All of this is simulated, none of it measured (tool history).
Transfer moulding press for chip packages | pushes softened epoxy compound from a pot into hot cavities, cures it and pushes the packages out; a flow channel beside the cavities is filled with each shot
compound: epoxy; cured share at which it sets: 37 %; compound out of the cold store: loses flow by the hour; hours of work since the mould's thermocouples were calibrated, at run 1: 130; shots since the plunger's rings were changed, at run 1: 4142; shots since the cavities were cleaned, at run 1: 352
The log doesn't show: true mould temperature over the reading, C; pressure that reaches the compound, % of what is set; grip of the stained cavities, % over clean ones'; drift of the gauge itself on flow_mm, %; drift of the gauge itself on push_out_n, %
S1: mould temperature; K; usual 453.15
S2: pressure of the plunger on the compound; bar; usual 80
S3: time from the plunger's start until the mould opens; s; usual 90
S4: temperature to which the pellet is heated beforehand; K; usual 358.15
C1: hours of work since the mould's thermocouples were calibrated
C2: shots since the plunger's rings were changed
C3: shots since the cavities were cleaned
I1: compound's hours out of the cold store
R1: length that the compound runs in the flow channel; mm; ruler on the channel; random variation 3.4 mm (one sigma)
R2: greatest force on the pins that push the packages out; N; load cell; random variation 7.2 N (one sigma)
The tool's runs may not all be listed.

{"run": 1, "day": 0.0, "S1": 453.15, "S2": 80, "S3": 90, "S4": 358.15, "C1": 130, "C2": 4142, "C3": 352, "I1": 26.1, "R1": 615, "R2": 408}
{"run": 2, "day": 1.0, "S1": 460.15, "S2": 80, "S3": 90, "S4": 358.15, "C1": 141, "C2": 4371, "C3": 581, "I1": 11.4, "R1": 655, "R2": 373}
{"run": 3, "day": 1.733, "S1": 460.15, "S2": 80, "S3": 90, "S4": 358.15, "C1": 149, "C2": 4538, "C3": 748, "I1": 10.8, "R1": 649, "R2": 376}
{"day": 2.021, "done": "cavities cleaned with cleaning compound and waxed"}
{"run": 4, "day": 2.375, "S1": 460.15, "S2": 80, "S3": 90, "S4": 358.15, "C1": 155, "C2": 4671, "C3": 81, "I1": 15.6, "R1": 632, "R2": 260}
{"run": 5, "day": 3.025, "S1": 460.15, "S2": 80, "S3": 90, "S4": 358.15, "C1": 162, "C2": 4819, "C3": 229, "I1": 30.5, "R1": 584, "R2": 303}
{"run": 6, "day": 3.721, "S1": 453.15, "S2": 80, "S3": 90, "S4": 358.15, "C1": 170, "C2": 4978, "C3": 388, "I1": 11.8, "R1": 657, "R2": 436}
{"run": 7, "day": 4.592, "S1": 453.15, "S2": 80, "S3": 90, "S4": 358.15, "C1": 180, "C2": 5177, "C3": 587, "I1": 38.4, "R1": 571, "R2": 439}
{"run": 8, "day": 5.154, "S1": 453.15, "S2": 80, "S3": 90, "S4": 358.15, "C1": 186, "C2": 5306, "C3": 716, "I1": 34, "R1": 583, "R2": 458}
{"day": 5.6, "done": "cavities cleaned with cleaning compound and waxed"}
{"run": 9, "day": 5.921, "S1": 453.15, "S2": 80, "S3": 82, "S4": 358.15, "C1": 193, "C2": 5467, "C3": 74, "I1": 14.9, "R1": 642, "R2": 382}
{"run": 10, "day": 6.442, "S1": 453.15, "S2": 80, "S3": 82, "S4": 358.15, "C1": 199, "C2": 5587, "C3": 194, "I1": 40.6, "R1": 557, "R2": 399}
{"run": 11, "day": 7.325, "S1": 453.15, "S2": 80, "S3": 82, "S4": 358.15, "C1": 209, "C2": 5788, "C3": 395, "I1": 42.6, "R1": 549, "R2": 455}
{"run": 12, "day": 8.217, "S1": 453.15, "S2": 80, "S3": 90, "S4": 358.15, "C1": 218, "C2": 5992, "C3": 599, "I1": 39.7, "R1": 557, "R2": 436}
{"run": 13, "day": 8.771, "S1": 453.15, "S2": 78.5, "S3": 90, "S4": 358.15, "C1": 224, "C2": 6119, "C3": 726, "I1": 27, "R1": 584, "R2": 477}
{"day": 9.183, "done": "cavities cleaned with cleaning compound and waxed"}
{"run": 14, "day": 9.6, "S1": 453.15, "S2": 80, "S3": 90, "S4": 349.15, "C1": 233, "C2": 6294, "C3": 95, "I1": 32.8, "R1": 567, "R2": 313}
{"day": 10.208, "done": "plunger's sealing rings changed"}
{"run": 15, "day": 10.75, "S1": 454.15, "S2": 87.2, "S3": 119, "S4": 357.15, "C1": 244, "C2": 125, "C3": 335, "I1": 9.5, "R1": 746, "R2": 322}
{"run": 16, "day": 11.321, "S1": 454.15, "S2": 87.2, "S3": 87, "S4": 357.15, "C1": 250, "C2": 255, "C3": 465, "I1": 20.4, "R1": 712, "R2": 410}
{"run": 17, "day": 11.767, "S1": 454.15, "S2": 87.2, "S3": 87, "S4": 359.15, "C1": 255, "C2": 356, "C3": 566, "I1": 44.3, "R1": 621, "R2": 438}
{"run": 18, "day": 12.575, "S1": 454.15, "S2": 87.2, "S3": 87, "S4": 359.15, "C1": 264, "C2": 542, "C3": 752, "I1": 16.6, "R1": 715, "R2": 478}
{"day": 12.896, "done": "cavities cleaned with cleaning compound and waxed"}
{"run": 19, "day": 13.262, "S1": 454.15, "S2": 65.5, "S3": 87, "S4": 359.15, "C1": 270, "C2": 684, "C3": 84, "I1": 12.5, "R1": 639, "R2": 337}
{"run": 20, "day": 13.971, "S1": 447.15, "S2": 65.5, "S3": 87, "S4": 359.15, "C1": 278, "C2": 847, "C3": 247, "I1": 14.2, "R1": 641, "R2": 595}
{"run": 21, "day": 14.946, "S1": 447.15, "S2": 61.3, "S3": 87, "S4": 349.15, "C1": 289, "C2": 1069, "C3": 469, "I1": 30.1, "R1": 571, "R2": 649}
{"run": 22, "day": 15.558, "S1": 447.15, "S2": 61.3, "S3": 87, "S4": 349.15, "C1": 295, "C2": 1209, "C3": 609, "I1": 46.4, "R1": 528, "R2": 652}

Run 23 comes next. What will it give?
{"day": 16.446, "done": "cavities cleaned with cleaning compound and waxed"}
{"run": 23, "day": 16.446, "S1": 455.15, "S2": 86.8, "S3": 99, "S4": 364.15, "C1": 304, "C2": 1398, "C3": 0, "I1": 33.3, "R1": "?", "R2": "?"}

{"run 23": {"R1": 649, "R2": 259}}
Without the tool's hidden state the same run would have given R1 666 mm, R2 248 N.
